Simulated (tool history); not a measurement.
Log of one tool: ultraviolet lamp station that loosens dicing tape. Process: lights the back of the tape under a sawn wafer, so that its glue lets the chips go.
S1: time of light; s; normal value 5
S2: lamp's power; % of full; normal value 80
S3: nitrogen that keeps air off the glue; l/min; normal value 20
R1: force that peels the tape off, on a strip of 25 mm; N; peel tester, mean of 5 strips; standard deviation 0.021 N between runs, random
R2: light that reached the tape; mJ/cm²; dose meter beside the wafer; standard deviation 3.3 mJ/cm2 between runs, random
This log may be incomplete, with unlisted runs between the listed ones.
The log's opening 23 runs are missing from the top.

run	hour	S1	S2	S3	R1	R2
24	270.9	6	74	36	0.578	562
25	284.1	6	64	13	1.366	490
26	292	5	91	20	0.761	585
27	300.9	5	91	20	0.743	578
28	310.1	8	68	32	0.37	696
29	317.3	2	60	20	4.882	155
30	325.8	9	75	33	0.229	870
31	341.5	5	80	20	1.045	516
32	351.8	5	80	20	1.016	507
33	367.3	5	80	20	1.016	515
34	374.7	9	80	20	0.269	920
35	384.1	5	99	11	0.967	639
36	392.4	5	92	12	1.058	590
37	404.3	5	92	8	1.413	585
38	414.4	4	89	29	1.08	459
39	421.6	5	93	29	0.561	595
40	433.7	5	93	29	0.588	597
41	442.8	5	93	29	0.578	599
42	457.4	5	80	13	1.316	516
43	466	2	77	13	4.523	196

What if the next run were any one of these 4? Each begins from the tool's condition after run 43:
A	478	5	98	20	?	?
B	478	10	63	28	?	?
C	478	2	76	13	?	?
D	478	5	71	11	?	?

run	R1	R2
A	0.637	627
B	0.285	802
C	4.484	196
D	1.739	447
Without the tool's hidden state the same runs would have given:
run	R1	R2
A	0.633	629
B	0.283	804
C	4.474	196
D	1.731	449
